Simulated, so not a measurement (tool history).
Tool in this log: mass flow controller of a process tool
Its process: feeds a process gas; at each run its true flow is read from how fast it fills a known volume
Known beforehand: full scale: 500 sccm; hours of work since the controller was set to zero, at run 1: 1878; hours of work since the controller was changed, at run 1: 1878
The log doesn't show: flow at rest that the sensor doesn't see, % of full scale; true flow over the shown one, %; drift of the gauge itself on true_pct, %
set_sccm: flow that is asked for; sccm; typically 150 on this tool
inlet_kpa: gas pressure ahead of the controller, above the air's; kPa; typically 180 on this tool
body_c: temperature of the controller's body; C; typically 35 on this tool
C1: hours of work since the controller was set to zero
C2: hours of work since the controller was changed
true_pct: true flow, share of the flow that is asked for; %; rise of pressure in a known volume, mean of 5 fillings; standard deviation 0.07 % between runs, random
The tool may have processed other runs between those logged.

{"run": 1, "hour": 0.0, "set_sccm": 150, "inlet_kpa": 180, "body_c": 35, "C1": 1878, "C2": 1878, "true_pct": 98.48}
{"run": 2, "hour": 83.6, "set_sccm": 150, "inlet_kpa": 180, "body_c": 35, "C1": 1923, "C2": 1923, "true_pct": 98.38}
{"run": 3, "hour": 185.2, "set_sccm": 150, "inlet_kpa": 180, "body_c": 35, "C1": 1977, "C2": 1977, "true_pct": 98.42}
{"run": 4, "hour": 250.0, "set_sccm": 150, "inlet_kpa": 180, "body_c": 35, "C1": 2011, "C2": 2011, "true_pct": 98.52}
{"run": 5, "hour": 312.2, "set_sccm": 150, "inlet_kpa": 180, "body_c": 35, "C1": 2045, "C2": 2045, "true_pct": 98.48}
{"run": 6, "hour": 358.2, "set_sccm": 150, "inlet_kpa": 180, "body_c": 35, "C1": 2069, "C2": 2069, "true_pct": 98.51}
{"run": 7, "hour": 427.5, "set_sccm": 150, "inlet_kpa": 180, "body_c": 35, "C1": 2106, "C2": 2106, "true_pct": 98.64}
{"run": 8, "hour": 474.3, "set_sccm": 150, "inlet_kpa": 180, "body_c": 35, "C1": 2131, "C2": 2131, "true_pct": 98.49}
{"run": 9, "hour": 562.5, "set_sccm": 150, "inlet_kpa": 180, "body_c": 35, "C1": 2178, "C2": 2178, "true_pct": 98.53}
{"run": 10, "hour": 635.6, "set_sccm": 150, "inlet_kpa": 180, "body_c": 35, "C1": 2217, "C2": 2217, "true_pct": 98.63}
{"hour": 644.3, "done": "controller's zero set anew"}
{"run": 11, "hour": 736.3, "set_sccm": 150, "inlet_kpa": 180, "body_c": 31, "C1": 49, "C2": 2270, "true_pct": 99.16}
{"run": 12, "hour": 804.9, "set_sccm": 150, "inlet_kpa": 180, "body_c": 31, "C1": 86, "C2": 2307, "true_pct": 99.09}
{"run": 13, "hour": 888.9, "set_sccm": 150, "inlet_kpa": 180, "body_c": 31, "C1": 130, "C2": 2351, "true_pct": 99.17}
{"run": 14, "hour": 967.5, "set_sccm": 162, "inlet_kpa": 180, "body_c": 35, "C1": 172, "C2": 2393, "true_pct": 98.95}
{"run": 15, "hour": 1068.9, "set_sccm": 275, "inlet_kpa": 180, "body_c": 35, "C1": 226, "C2": 2447, "true_pct": 99.13}
{"run": 16, "hour": 1112.5, "set_sccm": 275, "inlet_kpa": 180, "body_c": 35, "C1": 249, "C2": 2470, "true_pct": 99.17}
{"run": 17, "hour": 1190.1, "set_sccm": 275, "inlet_kpa": 180, "body_c": 35, "C1": 291, "C2": 2512, "true_pct": 99.11}
{"hour": 1229.5, "done": "controller's zero set anew, once more"}
{"run": 18, "hour": 1255.2, "set_sccm": 65, "inlet_kpa": 180, "body_c": 35, "C1": 14, "C2": 2546, "true_pct": 97.83}
{"run": 19, "hour": 1326.6, "set_sccm": 288, "inlet_kpa": 201, "body_c": 21, "C1": 52, "C2": 2584, "true_pct": 99.53}
{"run": 20, "hour": 1420.7, "set_sccm": 74, "inlet_kpa": 201, "body_c": 21, "C1": 102, "C2": 2634, "true_pct": 98.88}
{"run": 21, "hour": 1504.2, "set_sccm": 130, "inlet_kpa": 218, "body_c": 21, "C1": 146, "C2": 2679, "true_pct": 98.88}
{"run": 22, "hour": 1582.4, "set_sccm": 483, "inlet_kpa": 180, "body_c": 35, "C1": 188, "C2": 2720, "true_pct": 99.73}
{"run": 23, "hour": 1666.9, "set_sccm": 483, "inlet_kpa": 161, "body_c": 35, "C1": 233, "C2": 2765, "true_pct": 99.73}
{"run": 24, "hour": 1746.8, "set_sccm": 483, "inlet_kpa": 161, "body_c": 35, "C1": 275, "C2": 2808, "true_pct": 99.65}
{"run": 25, "hour": 1801.2, "set_sccm": 144, "inlet_kpa": 249, "body_c": 35, "C1": 304, "C2": 2837, "true_pct": 98.04}
{"run": 26, "hour": 1895.8, "set_sccm": 173, "inlet_kpa": 249, "body_c": 22, "C1": 355, "C2": 2887, "true_pct": 98.9}
{"run": 27, "hour": 1977.7, "set_sccm": 173, "inlet_kpa": 249, "body_c": 22, "C1": 398, "C2": 2931, "true_pct": 98.98}
{"run": 28, "hour": 2046.8, "set_sccm": 492, "inlet_kpa": 154, "body_c": 23, "C1": 435, "C2": 2968, "true_pct": 100.71}
{"run": 29, "hour": 2148.4, "set_sccm": 180, "inlet_kpa": 154, "body_c": 37, "C1": 489, "C2": 3022, "true_pct": 98.25}

Consider 4 possible next runs. They are alternatives, not a sequence: every one starts from the tool as it was left by run 29. What does each give?
{"run": "A", "hour": 2234.4, "set_sccm": 58, "inlet_kpa": 229, "body_c": 32, "C1": 535, "C2": 3068, "true_pct": "?"}
{"run": "B", "hour": 2234.4, "set_sccm": 53, "inlet_kpa": 233, "body_c": 25, "C1": 535, "C2": 3068, "true_pct": "?"}
{"run": "C", "hour": 2234.4, "set_sccm": 141, "inlet_kpa": 220, "body_c": 30, "C1": 535, "C2": 3068, "true_pct": "?"}
{"run": "D", "hour": 2234.4, "set_sccm": 180, "inlet_kpa": 171, "body_c": 32, "C1": 535, "C2": 3068, "true_pct": "?"}

run=A true_pct=98.51
run=B true_pct=99.02
run=C true_pct=98.49
run=D true_pct=98.55
Had the tool no hidden state, the same runs would have come out as:
run=A true_pct=97.26
run=B true_pct=97.69
run=C true_pct=97.75
run=D true_pct=97.90

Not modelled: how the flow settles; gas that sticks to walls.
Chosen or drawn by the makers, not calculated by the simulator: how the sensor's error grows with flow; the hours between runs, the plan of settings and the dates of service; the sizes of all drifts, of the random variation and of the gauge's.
